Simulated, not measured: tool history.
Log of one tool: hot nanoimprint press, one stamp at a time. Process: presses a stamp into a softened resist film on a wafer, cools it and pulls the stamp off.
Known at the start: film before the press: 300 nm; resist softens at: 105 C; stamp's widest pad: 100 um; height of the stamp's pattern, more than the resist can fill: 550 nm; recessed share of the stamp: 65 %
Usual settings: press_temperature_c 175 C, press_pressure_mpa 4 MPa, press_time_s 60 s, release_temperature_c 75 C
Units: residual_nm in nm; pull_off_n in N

run	hour	press_temperature_c	press_pressure_mpa	press_time_s	release_temperature_c	residual_nm	pull_off_n
1	0	175	4	60	75	171.9	139.1
2	9.7	175	4	60	75	172.1	139
3	20.8	175	4	60	83	171.5	110.1
4	32.4	175	4	60	83	171.4	108.4
5	40.2	175	4	60	75	171.1	142.5
6	51.1	175	4	60	75	170.9	141.6
7	65.9	169	4	60	75	212.8	143.2
8	78.5	175	4.02	60	75	170.4	144.3
9	93	175	4.02	60	75	171.4	144.2
10	109.2	175	4.02	60	75	170.8	144.6
11	123.3	175	4.02	60	75	170.7	145.9
12	132.1	175	4	60	75	170.9	147.2
# hour 149.9: stamp cleaned and given a new release coat
13	152.1	175	4	60	75	169.8	133.8
14	165.3	175	4	60	75	170.7	135.1
15	175.9	175	3.26	60	75	184.5	134.3
16	186.5	175	3.26	38	61	208.5	189.2
17	200.9	175	3.26	50	61	194.6	190.3
# hour 207.2: plate thermocouple calibrated
18	221.8	176	2.64	101	73	174.8	153.2
19	229.4	176	2.64	101	73	174.7	152.7
20	247.3	182	4.95	57	64	125.3	187.2
21	265	182	4.95	57	64	125.6	188.4
22	282.9	177	2.58	60	75	196.8	147.2
23	292.1	177	2.58	60	75	196.2	148.6
24	301.2	177	2.58	60	75	196.7	148.9
25	317.7	175	2.62	60	77	209.3	142.4
26	331.6	175	2.62	60	77	208.1	142.3
27	345.8	175	4	75	71	168.5	167.9
28	356.5	176	4	75	71	161.2	166.1
# hour 368.5: stamp cleaned and given a new release coat
29	378.6	176	4	75	71	161	154.5
30	388.4	176	4	75	71	161.2	155.5

Forecast each of these 4 alternatives for the next run:
A	396.4	165	4	60	80	?	?
B	396.4	176	4.2	45	78	?	?
C	396.4	175	3.52	60	80	?	?
D	396.4	176	2.41	75	78	?	?

run	residual_nm	pull_off_n
A	248.3	121.5
B	185	128
C	188.7	122.3
D	195.6	128.4
Without the tool's hidden state the same runs would have given:
run	residual_nm	pull_off_n
A	247.7	120.4
B	183.9	126.9
C	187.9	121.3
D	195.3	127.3
